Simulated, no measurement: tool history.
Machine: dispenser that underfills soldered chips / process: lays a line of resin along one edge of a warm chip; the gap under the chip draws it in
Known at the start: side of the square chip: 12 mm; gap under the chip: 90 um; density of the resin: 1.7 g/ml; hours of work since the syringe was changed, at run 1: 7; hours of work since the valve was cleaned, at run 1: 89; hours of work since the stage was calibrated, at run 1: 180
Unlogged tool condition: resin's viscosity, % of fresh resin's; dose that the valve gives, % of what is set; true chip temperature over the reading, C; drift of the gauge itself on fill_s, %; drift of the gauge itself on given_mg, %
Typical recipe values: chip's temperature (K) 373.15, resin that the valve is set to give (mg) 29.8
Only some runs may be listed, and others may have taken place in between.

run   hour  chip's temperature (K)  resin that the valve is set to give (mg)  hours of work since the syringe was changed  hours of work since the valve was cleaned  hours of work since the stage was calibrated  time until the resin shows at the far edge (s)  resin that the valve gave (mg)
  1      0                  373.15                                      29.8                                            7                                         89                                           180                                            68.6                           27.72
       7.9  -- new syringe of resin
  2   10.2                  369.15                                      29.8                                            2                                         96                                           187                                            67.1                           27.76
  3   17.2                  372.15                                      29.8                                            6                                        100                                           191                                            72.2                           27.47
      25.1  -- dispensing valve cleaned and set on the balance
  4     26                  383.15                                      29.8                                           11                                          1                                           197                                            52.3                           29.84
      27.6  -- new syringe of resin
  5   34.9                  383.15                                      29.8                                            5                                          6                                           202                                            40.3                           29.75
  6     43                  383.15                                      29.8                                           10                                         12                                           208                                            50.6                           29.51
      45.5  -- new syringe of resin
  7     51                  383.15                                      29.8                                            4                                         17                                           213                                              39                           29.53
  8   60.4                  384.15                                      35.6                                           10                                         23                                           219                                            45.8                           35.17
      63.9  -- new syringe of resin
  9   67.9                  384.15                                      35.6                                            3                                         28                                           224                                            35.9                           35.01
 10   73.9                  384.15                                      35.6                                            7                                         32                                           228                                              42                           34.68
 11   80.1                  377.15                                      35.6                                           11                                         36                                           232                                            67.7                            34.8
      81.7  -- new syringe of resin
 12   85.5                  367.15                                      35.6                                            3                                         40                                           236                                            75.6                            34.5
 13   93.3                  363.15                                      33.2                                            8                                         45                                           241                                           114.2                           31.98
     100.2  -- new syringe of resin
 14  101.1                  363.15                                      33.2                                            1                                         50                                           246                                            84.5                           32.14

Below are 4 alternative next runs, each starting from the tool's condition after run 14. Predict each:
  A  109.8                  371.15                                      27.3                                            6                                         56                                           252                                               ?                               ?
  B  109.8                  373.15                                        32                                            6                                         56                                           252                                               ?                               ?
  C  109.8                  375.15                                      30.9                                            6                                         56                                           252                                               ?                               ?
  D  109.8                  359.15                                      29.8                                            6                                         56                                           252                                               ?                               ?

run  time until the resin shows at the far edge (s)  resin that the valve gave (mg)
  A                                            78.8                           26.24
  B                                            67.1                           30.73
  C                                            61.2                           29.71
  D                                             136                           28.69
Had the tool no hidden state, the same runs would have come out as:
run  time until the resin shows at the far edge (s)  resin that the valve gave (mg)
  A                                            57.4                            27.3
  B                                            49.3                           31.97
  C                                            44.8                            30.9
  D                                            99.3                           29.84

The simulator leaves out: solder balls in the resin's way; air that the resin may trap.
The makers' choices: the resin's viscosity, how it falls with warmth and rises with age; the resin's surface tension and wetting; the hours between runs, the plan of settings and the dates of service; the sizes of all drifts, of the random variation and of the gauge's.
